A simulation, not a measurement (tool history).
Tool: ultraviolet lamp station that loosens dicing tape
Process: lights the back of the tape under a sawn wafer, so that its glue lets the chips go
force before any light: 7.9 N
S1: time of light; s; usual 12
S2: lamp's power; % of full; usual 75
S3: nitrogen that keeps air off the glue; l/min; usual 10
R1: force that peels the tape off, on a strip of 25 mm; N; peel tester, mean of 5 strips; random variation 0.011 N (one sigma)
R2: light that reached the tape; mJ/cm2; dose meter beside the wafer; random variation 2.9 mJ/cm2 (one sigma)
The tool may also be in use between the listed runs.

run	day	S1	S2	S3	R1	R2
1	0.000	12	75	10	0.670	366
2	0.783	12	75	10	0.662	365
3	1.592	12	75	10	0.653	360
4	1.996	12	75	10	0.673	363
5	2.533	12	75	10	0.667	360
6	2.967	12	75	10	0.674	361
7	3.758	12	75	4	1.284	358
8	4.479	12	75	4	1.312	359
# day 4.562: window cleaned of glue's vapour
9	5.196	12	75	4	1.355	350
10	5.850	12	71	4	1.489	336
11	6.338	12	71	4	1.531	330
12	6.783	12	88	10	0.534	408

Forecast run 13:
13	7.700	7	60	19	?	?

R1: 1.754 N
R2: 164 mJ/cm2
Without the tool's hidden state the same run would have given R1 1.335 N, R2 196 mJ/cm2.
